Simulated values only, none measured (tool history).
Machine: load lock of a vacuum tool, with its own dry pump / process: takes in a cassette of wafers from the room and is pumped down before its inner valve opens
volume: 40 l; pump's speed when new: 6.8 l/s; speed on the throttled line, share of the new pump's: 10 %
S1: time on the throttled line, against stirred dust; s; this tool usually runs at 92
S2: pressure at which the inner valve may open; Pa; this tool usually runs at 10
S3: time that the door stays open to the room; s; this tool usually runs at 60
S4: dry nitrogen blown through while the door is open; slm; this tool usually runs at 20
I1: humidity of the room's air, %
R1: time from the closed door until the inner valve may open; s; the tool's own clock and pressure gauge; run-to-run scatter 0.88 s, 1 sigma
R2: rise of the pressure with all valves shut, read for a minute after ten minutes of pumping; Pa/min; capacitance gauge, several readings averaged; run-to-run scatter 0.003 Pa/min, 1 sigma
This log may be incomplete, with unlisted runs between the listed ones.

{"run": 1, "day": 0.0, "S1": 92, "S2": 10, "S3": 60, "S4": 20, "I1": 47.5, "R1": 140.7, "R2": 0.278}
{"run": 2, "day": 3.525, "S1": 92, "S2": 10, "S3": 60, "S4": 20, "I1": 45.4, "R1": 140.6, "R2": 0.278}
{"run": 3, "day": 8.158, "S1": 92, "S2": 10, "S3": 60, "S4": 20, "I1": 47.2, "R1": 140.1, "R2": 0.287}
{"run": 4, "day": 11.512, "S1": 92, "S2": 10, "S3": 60, "S4": 20, "I1": 46.9, "R1": 140.5, "R2": 0.289}
{"run": 5, "day": 16.838, "S1": 92, "S2": 10, "S3": 60, "S4": 20, "I1": 44.5, "R1": 140.4, "R2": 0.284}
{"run": 6, "day": 21.383, "S1": 92, "S2": 10, "S3": 60, "S4": 20, "I1": 41.9, "R1": 141.3, "R2": 0.29}
{"run": 7, "day": 25.138, "S1": 92, "S2": 10, "S3": 60, "S4": 20, "I1": 45.2, "R1": 140.4, "R2": 0.301}
{"run": 8, "day": 30.646, "S1": 92, "S2": 10, "S3": 60, "S4": 20, "I1": 46.1, "R1": 140.6, "R2": 0.303}
{"run": 9, "day": 33.633, "S1": 92, "S2": 10, "S3": 60, "S4": 20, "I1": 44.9, "R1": 140.9, "R2": 0.305}
{"run": 10, "day": 35.975, "S1": 58, "S2": 10, "S3": 60, "S4": 20, "I1": 44.6, "R1": 111.9, "R2": 0.301}
{"run": 11, "day": 41.471, "S1": 92, "S2": 10, "S3": 60, "S4": 20, "I1": 47.2, "R1": 142.4, "R2": 0.312}
{"run": 12, "day": 44.408, "S1": 92, "S2": 10, "S3": 60, "S4": 20, "I1": 43.6, "R1": 139.0, "R2": 0.305}
{"run": 13, "day": 48.804, "S1": 92, "S2": 10, "S3": 60, "S4": 20, "I1": 43.5, "R1": 141.4, "R2": 0.318}
{"run": 14, "day": 51.979, "S1": 92, "S2": 10, "S3": 60, "S4": 20, "I1": 45.4, "R1": 139.0, "R2": 0.323}
{"run": 15, "day": 55.512, "S1": 92, "S2": 13, "S3": 60, "S4": 20, "I1": 48.3, "R1": 138.7, "R2": 0.328}
{"run": 16, "day": 58.533, "S1": 92, "S2": 16, "S3": 60, "S4": 20, "I1": 45.9, "R1": 138.4, "R2": 0.322}
{"run": 17, "day": 61.3, "S1": 92, "S2": 16, "S3": 218, "S4": 9, "I1": 46.4, "R1": 139.0, "R2": 0.389}
{"run": 18, "day": 65.362, "S1": 92, "S2": 16, "S3": 218, "S4": 9, "I1": 45.7, "R1": 137.7, "R2": 0.377}
{"run": 19, "day": 68.204, "S1": 92, "S2": 16, "S3": 218, "S4": 12, "I1": 40.7, "R1": 138.0, "R2": 0.373}
{"run": 20, "day": 73.496, "S1": 92, "S2": 16, "S3": 218, "S4": 12, "I1": 42.2, "R1": 138.4, "R2": 0.376}
{"run": 21, "day": 77.096, "S1": 92, "S2": 16, "S3": 218, "S4": 12, "I1": 45.2, "R1": 137.0, "R2": 0.386}
{"run": 22, "day": 80.367, "S1": 68, "S2": 10, "S3": 60, "S4": 9, "I1": 47.1, "R1": 119.8, "R2": 0.353}
{"run": 23, "day": 83.808, "S1": 66, "S2": 17, "S3": 53, "S4": 16, "I1": 45.5, "R1": 114.9, "R2": 0.352}
{"run": 24, "day": 88.208, "S1": 92, "S2": 15, "S3": 60, "S4": 20, "I1": 43.9, "R1": 138.5, "R2": 0.354}
{"run": 25, "day": 91.533, "S1": 162, "S2": 10, "S3": 60, "S4": 4, "I1": 42.2, "R1": 206.6, "R2": 0.374}
{"run": 26, "day": 96.079, "S1": 47, "S2": 10, "S3": 60, "S4": 20, "I1": 42.9, "R1": 101.0, "R2": 0.37}
{"run": 27, "day": 98.604, "S1": 92, "S2": 12, "S3": 161, "S4": 9, "I1": 46.2, "R1": 139.6, "R2": 0.397}
{"run": 28, "day": 102.354, "S1": 75, "S2": 10, "S3": 97, "S4": 6, "I1": 43.0, "R1": 127.5, "R2": 0.399}
{"run": 29, "day": 106.925, "S1": 104, "S2": 10, "S3": 60, "S4": 45, "I1": 40.7, "R1": 152.3, "R2": 0.375}
{"run": 30, "day": 110.475, "S1": 92, "S2": 11, "S3": 189, "S4": 20, "I1": 46.2, "R1": 140.4, "R2": 0.409}
{"run": 31, "day": 115.608, "S1": 92, "S2": 11, "S3": 189, "S4": 20, "I1": 45.5, "R1": 141.2, "R2": 0.415}

5 ways to go on from here, each from the tool as it stands after run 31. What would each give?
{"run": "A", "day": 118.483, "S1": 59, "S2": 11, "S3": 187, "S4": 33, "I1": 46.1, "R1": "?", "R2": "?"}
{"run": "B", "day": 118.483, "S1": 92, "S2": 11, "S3": 44, "S4": 15, "I1": 44.8, "R1": "?", "R2": "?"}
{"run": "C", "day": 118.483, "S1": 90, "S2": 10, "S3": 60, "S4": 20, "I1": 42.0, "R1": "?", "R2": "?"}
{"run": "D", "day": 118.483, "S1": 157, "S2": 17, "S3": 38, "S4": 20, "I1": 44.0, "R1": "?", "R2": "?"}
{"run": "E", "day": 118.483, "S1": 50, "S2": 14, "S3": 60, "S4": 37, "I1": 47.4, "R1": "?", "R2": "?"}

run=A R1=112.4 R2=0.402
run=B R1=140.8 R2=0.387
run=C R1=139.6 R2=0.385
run=D R1=195.0 R2=0.391
run=E R1=100.6 R2=0.390
With no hidden state in the tool, these same runs would have given:
run=A R1=107.7 R2=0.031
run=B R1=136.4 R2=0.019
run=C R1=135.2 R2=0.024
run=D R1=191.6 R2=0.020
run=E R1=96.1 R2=0.021

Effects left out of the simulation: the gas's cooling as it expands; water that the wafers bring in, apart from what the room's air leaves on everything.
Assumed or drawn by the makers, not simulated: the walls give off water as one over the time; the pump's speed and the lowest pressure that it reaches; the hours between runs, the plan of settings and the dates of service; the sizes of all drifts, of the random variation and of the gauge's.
